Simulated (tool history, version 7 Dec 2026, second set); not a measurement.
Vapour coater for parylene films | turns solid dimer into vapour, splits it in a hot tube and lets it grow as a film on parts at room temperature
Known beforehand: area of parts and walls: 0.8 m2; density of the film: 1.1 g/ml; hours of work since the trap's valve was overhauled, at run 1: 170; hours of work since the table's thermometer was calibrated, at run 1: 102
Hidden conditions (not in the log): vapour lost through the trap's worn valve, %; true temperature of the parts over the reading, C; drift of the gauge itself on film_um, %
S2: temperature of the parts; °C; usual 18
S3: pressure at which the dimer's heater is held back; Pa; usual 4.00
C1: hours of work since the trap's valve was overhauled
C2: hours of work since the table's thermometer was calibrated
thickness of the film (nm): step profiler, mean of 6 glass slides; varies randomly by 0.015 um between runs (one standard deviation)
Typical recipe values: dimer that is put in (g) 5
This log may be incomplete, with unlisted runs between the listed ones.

run 1 hour=0.0 | dimer_that_is_put_in_(g)=5 S2=18 S3=4.00 | C1=170 C2=102 | thickness_of_the_film_(nm)=3070
run 2 hour=7.9 | dimer_that_is_put_in_(g)=5 S2=17 S3=4.00 | C1=175 C2=107 | thickness_of_the_film_(nm)=3100
run 3 hour=18.0 | dimer_that_is_put_in_(g)=5 S2=19 S3=4.00 | C1=182 C2=114 | thickness_of_the_film_(nm)=3030
run 4 hour=32.4 | dimer_that_is_put_in_(g)=5 S2=19 S3=4.00 | C1=191 C2=123 | thickness_of_the_film_(nm)=2990
run 5 hour=46.5 | dimer_that_is_put_in_(g)=5 S2=18 S3=8.19 | C1=200 C2=132 | thickness_of_the_film_(nm)=2580
run 6 hour=53.1 | dimer_that_is_put_in_(g)=5 S2=18 S3=2.23 | C1=204 C2=137 | thickness_of_the_film_(nm)=3530
run 7 hour=62.9 | dimer_that_is_put_in_(g)=5 S2=18 S3=2.23 | C1=211 C2=143 | thickness_of_the_film_(nm)=3550
-- hour=76.9 trap's valve overhauled
run 8 hour=80.8 | dimer_that_is_put_in_(g)=5 S2=18 S3=2.23 | C1=3 C2=152 | thickness_of_the_film_(nm)=3570
run 9 hour=87.6 | dimer_that_is_put_in_(g)=5 S2=18 S3=2.23 | C1=7 C2=156 | thickness_of_the_film_(nm)=3530
run 10 hour=101.1 | dimer_that_is_put_in_(g)=5 S2=18 S3=4.00 | C1=16 C2=165 | thickness_of_the_film_(nm)=3110
run 11 hour=107.6 | dimer_that_is_put_in_(g)=5 S2=18 S3=4.00 | C1=20 C2=169 | thickness_of_the_film_(nm)=3080
run 12 hour=113.8 | dimer_that_is_put_in_(g)=5 S2=18 S3=4.00 | C1=24 C2=173 | thickness_of_the_film_(nm)=3090
run 13 hour=123.6 | dimer_that_is_put_in_(g)=5 S2=18 S3=4.00 | C1=30 C2=180 | thickness_of_the_film_(nm)=3090
run 14 hour=131.5 | dimer_that_is_put_in_(g)=5 S2=18 S3=4.00 | C1=35 C2=185 | thickness_of_the_film_(nm)=3110
run 15 hour=145.7 | dimer_that_is_put_in_(g)=5 S2=18 S3=4.00 | C1=45 C2=194 | thickness_of_the_film_(nm)=3100
run 16 hour=160.7 | dimer_that_is_put_in_(g)=5 S2=18 S3=4.00 | C1=54 C2=204 | thickness_of_the_film_(nm)=3120
run 17 hour=173.3 | dimer_that_is_put_in_(g)=5 S2=18 S3=10.65 | C1=62 C2=212 | thickness_of_the_film_(nm)=2470
run 18 hour=182.8 | dimer_that_is_put_in_(g)=5 S2=18 S3=10.65 | C1=69 C2=218 | thickness_of_the_film_(nm)=2460
run 19 hour=190.7 | dimer_that_is_put_in_(g)=5 S2=18 S3=4.00 | C1=74 C2=223 | thickness_of_the_film_(nm)=3100
run 20 hour=198.2 | dimer_that_is_put_in_(g)=5 S2=18 S3=4.00 | C1=78 C2=228 | thickness_of_the_film_(nm)=3120
run 21 hour=212.4 | dimer_that_is_put_in_(g)=5 S2=18 S3=4.00 | C1=88 C2=237 | thickness_of_the_film_(nm)=3110
run 22 hour=224.5 | dimer_that_is_put_in_(g)=5 S2=18 S3=4.00 | C1=96 C2=245 | thickness_of_the_film_(nm)=3100
run 23 hour=239.3 | dimer_that_is_put_in_(g)=5 S2=18 S3=4.00 | C1=105 C2=255 | thickness_of_the_film_(nm)=3100
run 24 hour=250.4 | dimer_that_is_put_in_(g)=5 S2=18 S3=4.00 | C1=112 C2=262 | thickness_of_the_film_(nm)=3100
run 25 hour=265.8 | dimer_that_is_put_in_(g)=3 S2=12 S3=3.75 | C1=122 C2=272 | thickness_of_the_film_(nm)=2110
run 26 hour=280.2 | dimer_that_is_put_in_(g)=7 S2=21 S3=3.75 | C1=132 C2=281 | thickness_of_the_film_(nm)=4220
run 27 hour=289.4 | dimer_that_is_put_in_(g)=5 S2=23 S3=4.00 | C1=138 C2=287 | thickness_of_the_film_(nm)=2860
run 28 hour=297.3 | dimer_that_is_put_in_(g)=5 S2=18 S3=4.00 | C1=143 C2=292 | thickness_of_the_film_(nm)=3140
run 29 hour=308.9 | dimer_that_is_put_in_(g)=6 S2=12 S3=4.00 | C1=150 C2=300 | thickness_of_the_film_(nm)=4130
run 30 hour=319.7 | dimer_that_is_put_in_(g)=4 S2=12 S3=3.25 | C1=157 C2=307 | thickness_of_the_film_(nm)=2910
run 31 hour=327.5 | dimer_that_is_put_in_(g)=2 S2=10 S3=5.28 | C1=162 C2=312 | thickness_of_the_film_(nm)=1350
run 32 hour=334.3 | dimer_that_is_put_in_(g)=2 S2=10 S3=5.28 | C1=167 C2=316 | thickness_of_the_film_(nm)=1360
run 33 hour=342.5 | dimer_that_is_put_in_(g)=4 S2=18 S3=3.25 | C1=172 C2=321 | thickness_of_the_film_(nm)=2650
run 34 hour=350.0 | dimer_that_is_put_in_(g)=4 S2=18 S3=3.25 | C1=177 C2=326 | thickness_of_the_film_(nm)=2620
run 35 hour=361.5 | dimer_that_is_put_in_(g)=5 S2=11 S3=4.00 | C1=184 C2=334 | thickness_of_the_film_(nm)=3540
run 36 hour=371.1 | dimer_that_is_put_in_(g)=3 S2=16 S3=2.06 | C1=190 C2=340 | thickness_of_the_film_(nm)=2290
run 37 hour=378.1 | dimer_that_is_put_in_(g)=2 S2=19 S3=7.28 | C1=195 C2=344 | thickness_of_the_film_(nm)=1080
run 38 hour=392.1 | dimer_that_is_put_in_(g)=8 S2=18 S3=4.00 | C1=204 C2=353 | thickness_of_the_film_(nm)=5040
-- hour=397.9 gauge calibrated
run 39 hour=406.0 | dimer_that_is_put_in_(g)=5 S2=18 S3=2.24 | C1=213 C2=363 | thickness_of_the_film_(nm)=3530
-- hour=415.6 trap's valve overhauled
run 40 hour=424.5 | dimer_that_is_put_in_(g)=5 S2=18 S3=2.24 | C1=6 C2=372 | thickness_of_the_film_(nm)=3510
run 41 hour=433.7 | dimer_that_is_put_in_(g)=5 S2=18 S3=2.24 | C1=12 C2=378 | thickness_of_the_film_(nm)=3540
run 42 hour=443.2 | dimer_that_is_put_in_(g)=5 S2=18 S3=2.58 | C1=18 C2=384 | thickness_of_the_film_(nm)=3420
run 43 hour=451.6 | dimer_that_is_put_in_(g)=3 S2=18 S3=5.02 | C1=23 C2=389 | thickness_of_the_film_(nm)=1750
run 44 hour=466.1 | dimer_that_is_put_in_(g)=3 S2=14 S3=4.35 | C1=33 C2=399 | thickness_of_the_film_(nm)=1940
run 45 hour=476.6 | dimer_that_is_put_in_(g)=7 S2=21 S3=2.72 | C1=40 C2=406 | thickness_of_the_film_(nm)=4470
run 46 hour=483.9 | dimer_that_is_put_in_(g)=5 S2=18 S3=4.08 | C1=44 C2=410 | thickness_of_the_film_(nm)=3060
run 47 hour=494.2 | dimer_that_is_put_in_(g)=6 S2=22 S3=4.08 | C1=51 C2=417 | thickness_of_the_film_(nm)=3450
run 48 hour=500.4 | dimer_that_is_put_in_(g)=6 S2=18 S3=4.00 | C1=55 C2=421 | thickness_of_the_film_(nm)=3690

How the hidden state differs across the entries between the runs, from the last listed run before each to the first after it:
From run 7 to run 8: trap's valve overhauled (hour 76.9)
  vapour lost through the trap's worn valve, %: 0.2 -> 0; drift of the gauge itself on film_um, %: 0.43 -> 0.53
  measured value less the no-hidden-state value, thickness of the film (nm): +10 -> +20
From run 38 to run 39: gauge calibrated (hour 397.9)
  drift of the gauge itself on film_um, %: 2.68 -> 0.06
  measured value less the no-hidden-state value, thickness of the film (nm): +120 -> +0
From run 39 to run 40: trap's valve overhauled (hour 415.6)
  vapour lost through the trap's worn valve, %: 0.2 -> 0; drift of the gauge itself on film_um, %: 0.06 -> 0.16
  measured value less the no-hidden-state value, thickness of the film (nm): +0 -> +0

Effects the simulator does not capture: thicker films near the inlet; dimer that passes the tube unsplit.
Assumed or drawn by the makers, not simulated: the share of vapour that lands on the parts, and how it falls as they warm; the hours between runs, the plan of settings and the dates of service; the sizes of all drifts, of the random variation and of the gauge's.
